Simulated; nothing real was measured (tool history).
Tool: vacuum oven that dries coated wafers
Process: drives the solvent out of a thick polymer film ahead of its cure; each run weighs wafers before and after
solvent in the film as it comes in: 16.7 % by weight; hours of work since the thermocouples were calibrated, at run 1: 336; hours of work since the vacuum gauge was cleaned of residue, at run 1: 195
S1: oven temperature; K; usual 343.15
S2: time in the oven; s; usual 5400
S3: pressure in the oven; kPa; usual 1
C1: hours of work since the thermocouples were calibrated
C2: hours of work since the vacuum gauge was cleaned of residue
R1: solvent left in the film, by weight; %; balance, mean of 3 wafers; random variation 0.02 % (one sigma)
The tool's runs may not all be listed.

| run | hour | S1 | S2 | S3 | C1 | C2 | R1 |
|---|---|---|---|---|---|---|---|
| 1 | 0 | 343.15 | 5400 | 1 | 336 | 195 | 3.45 |
| 2 | 20.6 | 343.15 | 8460 | 1 | 349 | 209 | 2.09 |
| 3 | 37.3 | 335.15 | 5400 | 1 | 360 | 220 | 5.56 |
| 4 | 50.6 | 335.15 | 2760 | 1 | 369 | 229 | 8.45 |
| 5 | 69.3 | 335.15 | 2760 | 1 | 382 | 241 | 8.4 |
| 6 | 90 | 343.15 | 5400 | 1 | 395 | 255 | 3.39 |
| 7 | 102 | 343.15 | 5400 | 1.19 | 403 | 263 | 3.64 |
| 8 | 122.9 | 343.15 | 5400 | 1.19 | 417 | 276 | 3.66 |
| 9 | 136.2 | 343.15 | 5400 | 1.19 | 426 | 285 | 3.63 |
| 10 | 152.7 | 343.15 | 5400 | 1.19 | 436 | 296 | 3.64 |
| 11 | 169.3 | 343.15 | 5400 | 1.19 | 447 | 307 | 3.63 |
| 12 | 191.7 | 343.15 | 5400 | 1.19 | 462 | 322 | 3.67 |
| 13 | 208.5 | 343.15 | 5400 | 1.19 | 473 | 333 | 3.64 |
| 14 | 228.7 | 352.15 | 5400 | 2.64 | 486 | 346 | 3.21 |
|  | 232.2 | oven's thermocouples calibrated |
| 15 | 240.1 | 355.15 | 3600 | 2.64 | 5 | 352 | 3.54 |
| 16 | 257.7 | 355.15 | 3600 | 2.64 | 17 | 364 | 3.53 |
| 17 | 269.5 | 354.15 | 4260 | 2.8 | 25 | 372 | 3.42 |
| 18 | 288.5 | 354.15 | 4260 | 2.8 | 37 | 384 | 3.41 |
| 19 | 306.7 | 343.15 | 5100 | 1 | 49 | 396 | 3.55 |
| 20 | 320.8 | 343.15 | 5100 | 1 | 58 | 405 | 3.59 |
|  | 329.2 | oven's thermocouples calibrated, once more |
| 21 | 337.5 | 343.15 | 5400 | 0.67 | 6 | 415 | 3.05 |
| 22 | 358.4 | 356.15 | 5400 | 0.67 | 19 | 429 | 1.02 |
| 23 | 375.9 | 350.15 | 5400 | 2.2 | 31 | 440 | 3.21 |

5 ways to go on from here, each from the tool as it stands after run 23. What would each give?
| A | 396.1 | 343.15 | 4860 | 1.56 | 44 | 454 | ? |
| B | 396.1 | 350.15 | 4980 | 2.2 | 44 | 454 | ? |
| C | 396.1 | 337.15 | 6120 | 0.79 | 44 | 454 | ? |
| D | 396.1 | 345.15 | 3780 | 2.2 | 44 | 454 | ? |
| E | 396.1 | 336.15 | 3180 | 1.68 | 44 | 454 | ? |

| run | R1 |
|---|---|
| A | 4.55 |
| B | 3.38 |
| C | 4.2 |
| D | 5.64 |
| E | 8.43 |
Without the tool's hidden state the same runs would have given:
| run | R1 |
|---|---|
| A | 4.56 |
| B | 3.4 |
| C | 4.21 |
| D | 5.67 |
| E | 8.46 |
